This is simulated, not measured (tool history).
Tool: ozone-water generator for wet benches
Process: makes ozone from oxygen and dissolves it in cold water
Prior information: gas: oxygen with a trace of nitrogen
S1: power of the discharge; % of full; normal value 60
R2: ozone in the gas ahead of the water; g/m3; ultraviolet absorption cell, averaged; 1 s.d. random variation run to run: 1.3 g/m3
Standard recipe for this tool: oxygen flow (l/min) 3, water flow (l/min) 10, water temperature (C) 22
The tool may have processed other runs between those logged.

Run 1, hour 0: usual settings. Result: dissolved ozone (ppm) 21.9, R2 239.6 g/m3.
Run 2, hour 104.1: usual settings. Result: dissolved ozone (ppm) 22, R2 239.5 g/m3.
Run 3, hour 271.1: usual settings but S1 78 % of full. Result: dissolved ozone (ppm) 27.9, R2 306.4 g/m3.
Run 4, hour 376.1: usual settings but S1 78 % of full. Result: dissolved ozone (ppm) 28.1, R2 302.3 g/m3.
Run 5, hour 555.3: usual settings but S1 78 % of full. Result: dissolved ozone (ppm) 28.1, R2 305.2 g/m3.
Run 6, hour 695.8: usual settings but S1 78 % of full. Result: dissolved ozone (ppm) 28.4, R2 301.8 g/m3.
Run 7, hour 813.1: usual settings but S1 45 % of full. Result: dissolved ozone (ppm) 16.7, R2 181.8 g/m3.
Run 8, hour 996.8: usual settings but S1 45 % of full. Result: dissolved ozone (ppm) 16.9, R2 178.2 g/m3.
Run 9, hour 1084.8: usual settings. Result: dissolved ozone (ppm) 22.2, R2 235.1 g/m3.
Run 10, hour 1256.2: usual settings. Result: dissolved ozone (ppm) 22.1, R2 236.1 g/m3.
Run 11, hour 1385.7: usual settings. Result: dissolved ozone (ppm) 21.9, R2 236.1 g/m3.
Run 12, hour 1546.1: usual settings. Result: dissolved ozone (ppm) 22, R2 236.3 g/m3.
Run 13, hour 1668.5: usual settings. Result: dissolved ozone (ppm) 22.2, R2 233.3 g/m3.
Run 14, hour 1808.1: usual settings. Result: dissolved ozone (ppm) 22.1, R2 233.7 g/m3.
Run 15, hour 1884.1: usual settings. Result: dissolved ozone (ppm) 22.2, R2 235 g/m3.
Run 16, hour 2029: usual settings. Result: dissolved ozone (ppm) 22.1, R2 233.4 g/m3.
Run 17, hour 2160.8: usual settings. Result: dissolved ozone (ppm) 21.9, R2 233.5 g/m3.
Run 18, hour 2291: usual settings but water temperature (C) 23. Result: dissolved ozone (ppm) 21.5, R2 234.6 g/m3.
Run 19, hour 2368.3: usual settings but oxygen flow (l/min) 2.93, water flow (l/min) 14. Result: dissolved ozone (ppm) 16, R2 236.5 g/m3.
Run 20, hour 2451.2: usual settings but water flow (l/min) 13, water temperature (C) 29. Result: dissolved ozone (ppm) 15.3, R2 233.8 g/m3.
At hour 2518.8: gauge calibrated.
Run 21, hour 2608.9: usual settings but water flow (l/min) 13, water temperature (C) 29. Result: dissolved ozone (ppm) 15.7, R2 241.9 g/m3.
Run 22, hour 2772.3: usual settings but oxygen flow (l/min) 3.26. Result: dissolved ozone (ppm) 22.1, R2 231.6 g/m3.
Run 23, hour 2909.5: usual settings but S1 80 % of full, oxygen flow (l/min) 3.26, water temperature (C) 26. Result: dissolved ozone (ppm) 26.7, R2 299.3 g/m3.
Run 24, hour 3080.3: usual settings but oxygen flow (l/min) 3.06, water flow (l/min) 9. Result: dissolved ozone (ppm) 24.3, R2 236.4 g/m3.
Run 25, hour 3255.9: usual settings but oxygen flow (l/min) 3.06, water flow (l/min) 9. Result: dissolved ozone (ppm) 23.9, R2 236.3 g/m3.
Run 26, hour 3384.7: usual settings but S1 86 % of full, oxygen flow (l/min) 4.73, water flow (l/min) 14, water temperature (C) 29. Result: dissolved ozone (ppm) 20.5, R2 270.3 g/m3.
Run 27, hour 3468.8: usual settings but S1 72 % of full, oxygen flow (l/min) 4.73, water flow (l/min) 14, water temperature (C) 29. Result: dissolved ozone (ppm) 17, R2 227.9 g/m3.
Run 28, hour 3576.7: usual settings but S1 72 % of full, oxygen flow (l/min) 4.73, water flow (l/min) 14, water temperature (C) 29. Result: dissolved ozone (ppm) 17.1, R2 225.6 g/m3.
Run 29, hour 3668.2: usual settings but S1 72 % of full, oxygen flow (l/min) 4.73, water flow (l/min) 14, water temperature (C) 29. Result: dissolved ozone (ppm) 17.3, R2 227.5 g/m3.
Run 30, hour 3821.4: usual settings but S1 72 % of full, oxygen flow (l/min) 4.73, water flow (l/min) 14, water temperature (C) 21. Result: dissolved ozone (ppm) 20.2, R2 226 g/m3.
At hour 3925.9: water thermometer calibrated.
Run 31, hour 3936.9: usual settings but S1 72 % of full, oxygen flow (l/min) 1.57, water flow (l/min) 14, water temperature (C) 25. Result: dissolved ozone (ppm) 16.5, R2 376.1 g/m3.
Run 32, hour 4031: usual settings but S1 98 % of full, oxygen flow (l/min) 4.71, water flow (l/min) 8, water temperature (C) 14. Result: dissolved ozone (ppm) 48, R2 304.4 g/m3.

4 ways to go on from here, each from the tool as it stands after run 32. What would each give?
Run A, hour 4211.9: usual settings but S1 98 % of full, oxygen flow (l/min) 4.71, water flow (l/min) 8, water temperature (C) 14. Result: dissolved ozone (ppm) ?, R2 ?.
Run B, hour 4211.9: usual settings but S1 98 % of full, oxygen flow (l/min) 1.54, water flow (l/min) 8, water temperature (C) 27. Result: dissolved ozone (ppm) ?, R2 ?.
Run C, hour 4211.9: usual settings but S1 55 % of full, water temperature (C) 29. Result: dissolved ozone (ppm) ?, R2 ?.
Run D, hour 4211.9: usual settings but S1 75 % of full, oxygen flow (l/min) 2.75. Result: dissolved ozone (ppm) ?, R2 ?.

run  dissolved ozone (ppm)     R2
  A                   47.3  301.8
  B                   36.6  495.7
  C                   18.1  217.4
  D                   26.8  297.5
Had the tool no hidden state, the same runs would have come out as:
run  dissolved ozone (ppm)     R2
  A                   47.4  308.1
  B                   36.7  506.1
  C                   18.1  221.8
  D                   26.9  303.7

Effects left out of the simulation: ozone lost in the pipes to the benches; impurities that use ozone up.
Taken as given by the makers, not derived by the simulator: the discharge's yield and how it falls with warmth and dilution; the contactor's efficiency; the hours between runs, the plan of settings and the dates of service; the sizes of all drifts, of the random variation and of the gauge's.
